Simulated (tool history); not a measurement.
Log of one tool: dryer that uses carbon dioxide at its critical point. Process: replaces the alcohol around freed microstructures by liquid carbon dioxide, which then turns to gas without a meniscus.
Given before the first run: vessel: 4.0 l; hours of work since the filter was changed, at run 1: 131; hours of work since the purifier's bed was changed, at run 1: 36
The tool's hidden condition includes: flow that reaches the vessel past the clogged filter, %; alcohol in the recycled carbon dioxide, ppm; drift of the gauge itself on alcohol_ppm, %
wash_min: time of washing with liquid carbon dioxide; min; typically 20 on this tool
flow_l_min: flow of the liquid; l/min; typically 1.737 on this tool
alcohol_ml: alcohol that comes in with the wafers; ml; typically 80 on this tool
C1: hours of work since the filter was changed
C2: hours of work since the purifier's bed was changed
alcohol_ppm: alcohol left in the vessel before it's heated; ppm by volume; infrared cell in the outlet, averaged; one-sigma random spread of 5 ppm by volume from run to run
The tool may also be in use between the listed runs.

Run 1, hour 0: usual settings; C1 131; C2 36. Result: alcohol_ppm 12 ppm by volume.
Run 2, hour 35.8: usual settings but alcohol_ml 47 ml; C1 144; C2 49. Result: alcohol_ppm 9 ppm by volume.
Run 3, hour 67.9: usual settings but alcohol_ml 21 ml; C1 155; C2 60. Result: alcohol_ppm 18 ppm by volume.
Run 4, hour 105.1: usual settings but alcohol_ml 93 ml; C1 168; C2 74. Result: alcohol_ppm 21 ppm by volume.
Run 5, hour 141.8: usual settings but alcohol_ml 93 ml; C1 182; C2 87. Result: alcohol_ppm 21 ppm by volume.
Run 6, hour 173.1: usual settings but alcohol_ml 93 ml; C1 193; C2 98. Result: alcohol_ppm 30 ppm by volume.
Run 7, hour 192.5: usual settings but alcohol_ml 93 ml; C1 200; C2 105. Result: alcohol_ppm 21 ppm by volume.
Run 8, hour 222.2: usual settings; C1 210; C2 116. Result: alcohol_ppm 30 ppm by volume.
Run 9, hour 258.2: usual settings; C1 223; C2 129. Result: alcohol_ppm 23 ppm by volume.
Run 10, hour 288.3: usual settings but flow_l_min 2.65 l/min; C1 234; C2 139. Result: alcohol_ppm 18 ppm by volume.
Run 11, hour 318.2: usual settings but wash_min 13 min, alcohol_ml 59 ml; C1 245; C2 150. Result: alcohol_ppm 100 ppm by volume.
Run 12, hour 340.5: usual settings but wash_min 14 min, alcohol_ml 82 ml; C1 253; C2 158. Result: alcohol_ppm 97 ppm by volume.
Run 13, hour 365.7: usual settings but wash_min 14 min, alcohol_ml 82 ml; C1 262; C2 167. Result: alcohol_ppm 101 ppm by volume.
Run 14, hour 389.7: usual settings but wash_min 21 min, flow_l_min 1.78 l/min; C1 270; C2 176. Result: alcohol_ppm 28 ppm by volume.
Run 15, hour 408.1: usual settings but wash_min 14 min, flow_l_min 1.94 l/min, alcohol_ml 48 ml; C1 277; C2 182. Result: alcohol_ppm 50 ppm by volume.
Run 16, hour 433.6: usual settings but wash_min 14 min, flow_l_min 1.94 l/min, alcohol_ml 48 ml; C1 286; C2 191. Result: alcohol_ppm 41 ppm by volume.
Run 17, hour 463: usual settings but wash_min 16 min, flow_l_min 2.28 l/min, alcohol_ml 69 ml; C1 297; C2 202. Result: alcohol_ppm 43 ppm by volume.
Run 18, hour 485.1: usual settings but wash_min 16 min, flow_l_min 2.28 l/min, alcohol_ml 69 ml; C1 304; C2 210. Result: alcohol_ppm 37 ppm by volume.
Run 19, hour 502.8: usual settings but wash_min 16 min, flow_l_min 1.82 l/min, alcohol_ml 65 ml; C1 311; C2 216. Result: alcohol_ppm 48 ppm by volume.
Run 20, hour 532.3: usual settings but flow_l_min 1.13 l/min, alcohol_ml 49 ml; C1 321; C2 227. Result: alcohol_ppm 109 ppm by volume.

Predict each of these 3 candidate next runs independently; none follows another, all start after run 20:
Run A, hour 550.9: usual settings but flow_l_min 1.15 l/min, alcohol_ml 49 ml; C1 328; C2 233. Result: alcohol_ppm ?.
Run B, hour 550.9: usual settings but flow_l_min 1.95 l/min, alcohol_ml 25 ml; C1 328; C2 233. Result: alcohol_ppm ?.
Run C, hour 550.9: usual settings but flow_l_min 2.36 l/min, alcohol_ml 37 ml; C1 328; C2 233. Result: alcohol_ppm ?.

run  alcohol_ppm
  A          104
  B           36
  C           36
Without the tool's hidden state the same runs would have given:
run  alcohol_ppm
  A           60
  B            5
  C            6
